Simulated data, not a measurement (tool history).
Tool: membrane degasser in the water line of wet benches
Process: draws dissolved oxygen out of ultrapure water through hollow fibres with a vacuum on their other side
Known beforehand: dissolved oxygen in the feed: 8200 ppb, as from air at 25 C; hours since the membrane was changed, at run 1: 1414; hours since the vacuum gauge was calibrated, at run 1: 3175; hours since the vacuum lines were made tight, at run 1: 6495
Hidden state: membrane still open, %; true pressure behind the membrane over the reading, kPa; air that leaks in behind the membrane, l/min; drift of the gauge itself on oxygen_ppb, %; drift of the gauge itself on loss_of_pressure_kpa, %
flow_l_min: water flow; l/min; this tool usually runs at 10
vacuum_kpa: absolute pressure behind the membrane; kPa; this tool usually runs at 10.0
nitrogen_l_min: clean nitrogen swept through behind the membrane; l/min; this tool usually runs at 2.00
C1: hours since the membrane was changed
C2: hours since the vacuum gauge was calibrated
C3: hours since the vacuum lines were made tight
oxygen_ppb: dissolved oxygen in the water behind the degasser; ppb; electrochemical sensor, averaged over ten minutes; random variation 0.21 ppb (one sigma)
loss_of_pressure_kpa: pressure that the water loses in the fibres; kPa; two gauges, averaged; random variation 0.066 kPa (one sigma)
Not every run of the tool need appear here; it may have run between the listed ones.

run 1 hour=0.0 | flow_l_min=10 vacuum_kpa=10.0 nitrogen_l_min=2.00 | C1=1414 C2=3175 C3=6495 | oxygen_ppb=88.3 loss_of_pressure_kpa=25.76
run 2 hour=127.3 | flow_l_min=10 vacuum_kpa=10.0 nitrogen_l_min=2.00 | C1=1542 C2=3302 C3=6622 | oxygen_ppb=88.0 loss_of_pressure_kpa=25.71
run 3 hour=231.5 | flow_l_min=10 vacuum_kpa=10.0 nitrogen_l_min=2.00 | C1=1646 C2=3407 C3=6726 | oxygen_ppb=88.0 loss_of_pressure_kpa=25.70
run 4 hour=330.1 | flow_l_min=10 vacuum_kpa=10.0 nitrogen_l_min=2.00 | C1=1745 C2=3505 C3=6825 | oxygen_ppb=88.1 loss_of_pressure_kpa=25.70
run 5 hour=452.8 | flow_l_min=10 vacuum_kpa=10.0 nitrogen_l_min=2.00 | C1=1867 C2=3628 C3=6948 | oxygen_ppb=88.5 loss_of_pressure_kpa=25.73
run 6 hour=584.1 | flow_l_min=10 vacuum_kpa=10.0 nitrogen_l_min=2.00 | C1=1999 C2=3759 C3=7079 | oxygen_ppb=88.8 loss_of_pressure_kpa=25.63
run 7 hour=649.7 | flow_l_min=10 vacuum_kpa=20.3 nitrogen_l_min=2.00 | C1=2064 C2=3825 C3=7144 | oxygen_ppb=213.2 loss_of_pressure_kpa=25.74
run 8 hour=771.0 | flow_l_min=10 vacuum_kpa=10.0 nitrogen_l_min=2.00 | C1=2185 C2=3946 C3=7266 | oxygen_ppb=88.6 loss_of_pressure_kpa=25.68
-- hour=818.9 seals of the vacuum lines changed
run 9 hour=885.9 | flow_l_min=10 vacuum_kpa=10.0 nitrogen_l_min=1.27 | C1=2298 C2=4059 C3=67 | oxygen_ppb=131.8 loss_of_pressure_kpa=25.62
run 10 hour=995.9 | flow_l_min=10 vacuum_kpa=10.0 nitrogen_l_min=1.27 | C1=2408 C2=4169 C3=177 | oxygen_ppb=132.0 loss_of_pressure_kpa=25.86
run 11 hour=1106.2 | flow_l_min=10 vacuum_kpa=10.0 nitrogen_l_min=1.57 | C1=2519 C2=4279 C3=287 | oxygen_ppb=108.8 loss_of_pressure_kpa=25.69
run 12 hour=1240.0 | flow_l_min=10 vacuum_kpa=10.0 nitrogen_l_min=1.57 | C1=2652 C2=4413 C3=421 | oxygen_ppb=108.4 loss_of_pressure_kpa=25.59
run 13 hour=1331.1 | flow_l_min=10 vacuum_kpa=10.0 nitrogen_l_min=1.57 | C1=2744 C2=4504 C3=512 | oxygen_ppb=108.9 loss_of_pressure_kpa=25.81
run 14 hour=1401.4 | flow_l_min=10 vacuum_kpa=10.0 nitrogen_l_min=2.00 | C1=2814 C2=4575 C3=583 | oxygen_ppb=86.8 loss_of_pressure_kpa=25.92
run 15 hour=1472.7 | flow_l_min=10 vacuum_kpa=10.0 nitrogen_l_min=2.00 | C1=2885 C2=4646 C3=654 | oxygen_ppb=86.7 loss_of_pressure_kpa=25.86
run 16 hour=1602.1 | flow_l_min=10 vacuum_kpa=10.0 nitrogen_l_min=2.00 | C1=3015 C2=4775 C3=783 | oxygen_ppb=86.7 loss_of_pressure_kpa=25.82
run 17 hour=1694.5 | flow_l_min=10 vacuum_kpa=10.0 nitrogen_l_min=2.00 | C1=3107 C2=4868 C3=876 | oxygen_ppb=86.8 loss_of_pressure_kpa=25.84
run 18 hour=1764.1 | flow_l_min=13 vacuum_kpa=6.4 nitrogen_l_min=1.91 | C1=3177 C2=4937 C3=945 | oxygen_ppb=63.9 loss_of_pressure_kpa=33.50
run 19 hour=1850.5 | flow_l_min=7 vacuum_kpa=8.8 nitrogen_l_min=2.14 | C1=3263 C2=5024 C3=1032 | oxygen_ppb=47.4 loss_of_pressure_kpa=18.09
run 20 hour=1962.7 | flow_l_min=7 vacuum_kpa=8.8 nitrogen_l_min=2.14 | C1=3375 C2=5136 C3=1144 | oxygen_ppb=47.0 loss_of_pressure_kpa=18.17
run 21 hour=2071.9 | flow_l_min=10 vacuum_kpa=22.4 nitrogen_l_min=2.00 | C1=3484 C2=5245 C3=1253 | oxygen_ppb=233.8 loss_of_pressure_kpa=25.81
run 22 hour=2175.1 | flow_l_min=6 vacuum_kpa=12.0 nitrogen_l_min=4.47 | C1=3588 C2=5348 C3=1356 | oxygen_ppb=30.8 loss_of_pressure_kpa=15.46
run 23 hour=2277.5 | flow_l_min=14 vacuum_kpa=7.3 nitrogen_l_min=4.47 | C1=3690 C2=5451 C3=1459 | oxygen_ppb=45.1 loss_of_pressure_kpa=36.08
run 24 hour=2380.0 | flow_l_min=12 vacuum_kpa=7.8 nitrogen_l_min=2.55 | C1=3792 C2=5553 C3=1561 | oxygen_ppb=61.0 loss_of_pressure_kpa=30.97
run 25 hour=2436.8 | flow_l_min=6 vacuum_kpa=12.8 nitrogen_l_min=3.23 | C1=3849 C2=5610 C3=1618 | oxygen_ppb=46.1 loss_of_pressure_kpa=15.61
run 26 hour=2568.4 | flow_l_min=6 vacuum_kpa=12.8 nitrogen_l_min=3.23 | C1=3981 C2=5742 C3=1750 | oxygen_ppb=46.0 loss_of_pressure_kpa=15.47
run 27 hour=2655.7 | flow_l_min=13 vacuum_kpa=7.6 nitrogen_l_min=1.34 | C1=4068 C2=5829 C3=1837 | oxygen_ppb=113.7 loss_of_pressure_kpa=33.67
-- hour=2695.5 vacuum gauge calibrated
run 28 hour=2753.9 | flow_l_min=13 vacuum_kpa=7.7 nitrogen_l_min=4.61 | C1=4166 C2=58 C3=1935 | oxygen_ppb=39.5 loss_of_pressure_kpa=33.72
run 29 hour=2857.8 | flow_l_min=14 vacuum_kpa=16.0 nitrogen_l_min=2.00 | C1=4270 C2=162 C3=2038 | oxygen_ppb=222.9 loss_of_pressure_kpa=36.29
run 30 hour=2988.2 | flow_l_min=14 vacuum_kpa=16.0 nitrogen_l_min=2.00 | C1=4400 C2=293 C3=2169 | oxygen_ppb=223.6 loss_of_pressure_kpa=36.24
run 31 hour=3112.9 | flow_l_min=14 vacuum_kpa=16.0 nitrogen_l_min=2.00 | C1=4525 C2=417 C3=2294 | oxygen_ppb=223.9 loss_of_pressure_kpa=36.28

Subtracting, for every run, the result it would have given without the tool's unlogged condition from the measured result gives the following. The same run-to-run variation enters both numbers; the gauge's scatter may not:
run=1 oxygen_ppb=+3.8 loss_of_pressure_kpa=+0.09
run=2 oxygen_ppb=+3.9 loss_of_pressure_kpa=+0.11
run=3 oxygen_ppb=+4.0 loss_of_pressure_kpa=+0.11
run=4 oxygen_ppb=+4.1 loss_of_pressure_kpa=+0.12
run=5 oxygen_ppb=+4.1 loss_of_pressure_kpa=+0.13
run=6 oxygen_ppb=+4.3 loss_of_pressure_kpa=+0.13
run=7 oxygen_ppb=+7.9 loss_of_pressure_kpa=+0.14
run=8 oxygen_ppb=+4.3 loss_of_pressure_kpa=+0.16
run=9 oxygen_ppb=+2.9 loss_of_pressure_kpa=+0.16
run=10 oxygen_ppb=+3.1 loss_of_pressure_kpa=+0.17
run=11 oxygen_ppb=+2.7 loss_of_pressure_kpa=+0.18
run=12 oxygen_ppb=+2.8 loss_of_pressure_kpa=+0.19
run=13 oxygen_ppb=+2.9 loss_of_pressure_kpa=+0.19
run=14 oxygen_ppb=+2.5 loss_of_pressure_kpa=+0.20
run=15 oxygen_ppb=+2.5 loss_of_pressure_kpa=+0.20
run=16 oxygen_ppb=+2.6 loss_of_pressure_kpa=+0.21
run=17 oxygen_ppb=+2.7 loss_of_pressure_kpa=+0.22
run=18 oxygen_ppb=+3.7 loss_of_pressure_kpa=+0.29
run=19 oxygen_ppb=+1.9 loss_of_pressure_kpa=+0.16
run=20 oxygen_ppb=+1.9 loss_of_pressure_kpa=+0.17
run=21 oxygen_ppb=+3.7 loss_of_pressure_kpa=+0.24
run=22 oxygen_ppb=+1.0 loss_of_pressure_kpa=+0.16
run=23 oxygen_ppb=+2.5 loss_of_pressure_kpa=+0.36
run=24 oxygen_ppb=+3.1 loss_of_pressure_kpa=+0.33
run=25 oxygen_ppb=+1.5 loss_of_pressure_kpa=+0.16
run=26 oxygen_ppb=+1.6 loss_of_pressure_kpa=+0.17
run=27 oxygen_ppb=+6.1 loss_of_pressure_kpa=+0.38
run=28 oxygen_ppb=+0.6 loss_of_pressure_kpa=+0.39
run=29 oxygen_ppb=+1.4 loss_of_pressure_kpa=+0.44
run=30 oxygen_ppb=+1.6 loss_of_pressure_kpa=+0.44
run=31 oxygen_ppb=+1.8 loss_of_pressure_kpa=+0.46
